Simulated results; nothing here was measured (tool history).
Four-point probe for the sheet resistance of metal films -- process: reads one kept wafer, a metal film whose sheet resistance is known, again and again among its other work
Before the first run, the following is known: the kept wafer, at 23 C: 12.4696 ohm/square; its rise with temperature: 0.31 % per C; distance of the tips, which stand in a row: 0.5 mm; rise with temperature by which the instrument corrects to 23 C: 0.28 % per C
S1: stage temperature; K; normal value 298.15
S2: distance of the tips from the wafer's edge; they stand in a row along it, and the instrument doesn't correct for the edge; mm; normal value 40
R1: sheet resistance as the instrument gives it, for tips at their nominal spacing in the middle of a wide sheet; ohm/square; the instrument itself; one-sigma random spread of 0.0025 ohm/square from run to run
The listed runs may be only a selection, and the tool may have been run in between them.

Run 1, day 0.000: usual settings. Result: R1 12.514590 ohm/square.
Run 2, day 2.288: usual settings. Result: R1 12.517004 ohm/square.
Run 3, day 4.188: usual settings. Result: R1 12.520873 ohm/square.
Run 4, day 6.379: usual settings but S2 56 mm. Result: R1 12.521992 ohm/square.
Run 5, day 8.175: usual settings but S1 305.15 K. Result: R1 12.551513 ohm/square.
Run 6, day 9.429: usual settings but S1 305.15 K. Result: R1 12.550256 ohm/square.
Run 7, day 10.708: usual settings. Result: R1 12.518898 ohm/square.
Run 8, day 12.642: usual settings. Result: R1 12.517993 ohm/square.
Run 9, day 14.817: usual settings. Result: R1 12.528046 ohm/square.
Run 10, day 16.808: usual settings but S1 293.15 K. Result: R1 12.495945 ohm/square.
Run 11, day 17.946: usual settings but S1 293.15 K. Result: R1 12.501995 ohm/square.
Run 12, day 19.021: usual settings. Result: R1 12.527152 ohm/square.
Run 13, day 20.479: usual settings but S2 5 mm. Result: R1 12.592172 ohm/square.
Run 14, day 22.304: usual settings but S2 5 mm. Result: R1 12.587946 ohm/square.
Run 15, day 23.800: usual settings. Result: R1 12.528588 ohm/square.
Run 16, day 25.546: usual settings. Result: R1 12.526030 ohm/square.
Run 17, day 27.267: usual settings. Result: R1 12.527839 ohm/square.
Run 18, day 29.308: usual settings. Result: R1 12.529553 ohm/square.
Run 19, day 30.692: usual settings but S1 299.15 K. Result: R1 12.533158 ohm/square.
Run 20, day 32.454: usual settings. Result: R1 12.529518 ohm/square.
Run 21, day 33.438: usual settings. Result: R1 12.532886 ohm/square.
Run 22, day 34.612: usual settings but S1 294.15 K. Result: R1 12.514045 ohm/square.
Run 23, day 36.608: usual settings but S1 291.15 K. Result: R1 12.503125 ohm/square.
Run 24, day 38.642: usual settings but S2 56 mm. Result: R1 12.532800 ohm/square.
Run 25, day 40.600: usual settings but S1 300.15 K, S2 5 mm. Result: R1 12.609190 ohm/square.
Run 26, day 42.400: usual settings but S1 300.15 K, S2 5 mm. Result: R1 12.610204 ohm/square.
Run 27, day 44.517: usual settings but S1 300.15 K, S2 5 mm. Result: R1 12.607281 ohm/square.
Run 28, day 46.121: usual settings but S1 297.15 K, S2 26 mm. Result: R1 12.530102 ohm/square.

Run 29 has not been measured yet. What should we expect?
Run 29, day 47.992: usual settings but S1 297.15 K, S2 26 mm. Result: R1 ?.

Logged for run 29: R1 12.531492 ohm/square.
With the hidden condition absent and the run-to-run variation left alone, this run would have shown R1 12.473163 ohm/square.

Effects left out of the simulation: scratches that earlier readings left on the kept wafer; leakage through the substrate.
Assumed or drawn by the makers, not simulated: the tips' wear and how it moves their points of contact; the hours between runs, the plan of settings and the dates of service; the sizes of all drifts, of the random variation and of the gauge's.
